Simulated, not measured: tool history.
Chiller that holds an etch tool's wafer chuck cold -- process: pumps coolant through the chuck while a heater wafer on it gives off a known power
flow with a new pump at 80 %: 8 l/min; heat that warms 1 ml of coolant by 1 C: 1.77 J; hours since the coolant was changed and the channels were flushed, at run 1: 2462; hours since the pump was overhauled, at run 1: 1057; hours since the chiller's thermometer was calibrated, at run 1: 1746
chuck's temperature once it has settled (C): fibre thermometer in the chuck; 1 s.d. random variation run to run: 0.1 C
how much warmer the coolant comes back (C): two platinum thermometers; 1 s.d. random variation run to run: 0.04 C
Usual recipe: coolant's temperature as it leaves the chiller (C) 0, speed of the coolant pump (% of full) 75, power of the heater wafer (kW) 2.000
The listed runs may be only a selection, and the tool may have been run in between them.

run,hour,coolant's temperature as it leaves the chiller (C),speed of the coolant pump (% of full),power of the heater wafer (kW),hours since the coolant was changed and the channels were flushed,hours since the pump was overhauled,hours since the chiller's thermometer was calibrated,chuck's temperature once it has settled (C),how much warmer the coolant comes back (C)
1,0.0,0,75,2.000,2462,1057,1746,17.5,9.44
2,42.5,0,75,2.000,2505,1099,1789,17.7,9.44
3,64.2,0,75,2.000,2526,1121,1810,17.7,9.52
4,106.3,0,75,2.000,2568,1163,1852,17.6,9.46
5,133.6,0,75,2.000,2596,1191,1880,17.7,9.49
6,177.4,0,75,2.757,2639,1234,1923,24.1,13.12
7,221.4,0,75,2.056,2683,1278,1967,18.4,9.87
8,265.0,0,63,2.000,2727,1322,2011,20.7,11.37
9,291.3,0,63,2.000,2753,1348,2037,20.7,11.38
10,328.6,0,63,2.000,2791,1386,2075,20.7,11.41
11,377.5,0,75,2.568,2840,1434,2124,23.2,12.30
12,423.0,7,75,2.568,2885,1480,2169,30.3,12.27
13,462.4,7,75,2.568,2924,1519,2208,30.3,12.36
14,509.0,7,75,2.568,2971,1566,2255,30.2,12.34
15,536.7,7,75,2.568,2999,1594,2283,30.4,12.31
16,577.4,7,75,2.284,3040,1634,2323,27.9,11.04
17,607.1,7,75,2.284,3069,1664,2353,28.0,11.09
18,638.2,-10,75,1.210,3100,1695,2384,1.5,5.89
# hour 645.9: coolant pump overhauled
19,673.0,6,75,2.000,3130,27,2414,25.0,10.09
20,699.9,6,75,2.011,3157,54,2441,25.4,10.15
21,739.4,-6,68,2.244,3196,93,2480,17.3,12.54
# hour 751.9: coolant pump overhauled, once more
22,795.1,-6,68,2.244,3247,43,2531,15.5,11.29
23,817.6,-6,68,2.244,3270,66,2554,15.5,11.34
24,864.6,-6,68,2.244,3317,113,2601,15.7,11.23
25,908.5,-6,68,2.244,3361,157,2645,15.6,11.30
26,931.9,-6,68,2.244,3384,180,2668,15.7,11.29
27,956.2,-6,68,2.244,3408,204,2692,15.8,11.27
28,1003.4,0,99,2.204,3456,252,2740,15.9,7.56
29,1051.7,0,99,2.204,3504,300,2788,16.1,7.67
# hour 1080.8: coolant changed, channels flushed
30,1084.6,0,99,2.204,4,327,2815,14.1,7.65
31,1120.4,0,60,1.133,40,363,2850,11.3,6.48
32,1144.5,0,84,1.044,64,387,2875,8.0,4.28
33,1185.8,0,84,1.462,105,428,2916,11.2,6.01

Below, some changes in chuck's temperature once it has settled (C) between adjacent runs. For each, the amount present without the hidden state too (settings, incoming material, random variation) and the amount remaining for the hidden state with gauge scatter not shared by both compared results:
The tool's hidden condition here consists of: heat passed by the chuck's channels, % of clean ones'; flow at a given pump speed, % of a new pump's; coolant's true temperature over the reading, C; drift of the gauge itself on chuck_c, C; drift of the gauge itself on warmer_back_c, C.
Run 17 -> 18: coolant's temperature as it leaves the chiller (C) 7 -> -10, power of the heater wafer (kW) 2.284 -> 1.210. chuck's temperature once it has settled (C) -26.5: hidden state -1.5, all else -25.0.
Run 18 -> 19: coolant's temperature as it leaves the chiller (C) -10 -> 6, power of the heater wafer (kW) 1.210 -> 2.000, coolant pump overhauled. chuck's temperature once it has settled (C) +23.5: hidden state +1.7, all else +21.8.
Run 20 -> 21: coolant's temperature as it leaves the chiller (C) 6 -> -6, speed of the coolant pump (% of full) 75 -> 68, power of the heater wafer (kW) 2.011 -> 2.244. chuck's temperature once it has settled (C) -8.1: hidden state +0.8, all else -8.9.
Run 21 -> 22: coolant pump overhauled, once more. chuck's temperature once it has settled (C) -1.8: hidden state -1.8, all else +0.0.
Run 29 -> 30: coolant changed, channels flushed. chuck's temperature once it has settled (C) -2.0: hidden state -2.0, all else +0.0.

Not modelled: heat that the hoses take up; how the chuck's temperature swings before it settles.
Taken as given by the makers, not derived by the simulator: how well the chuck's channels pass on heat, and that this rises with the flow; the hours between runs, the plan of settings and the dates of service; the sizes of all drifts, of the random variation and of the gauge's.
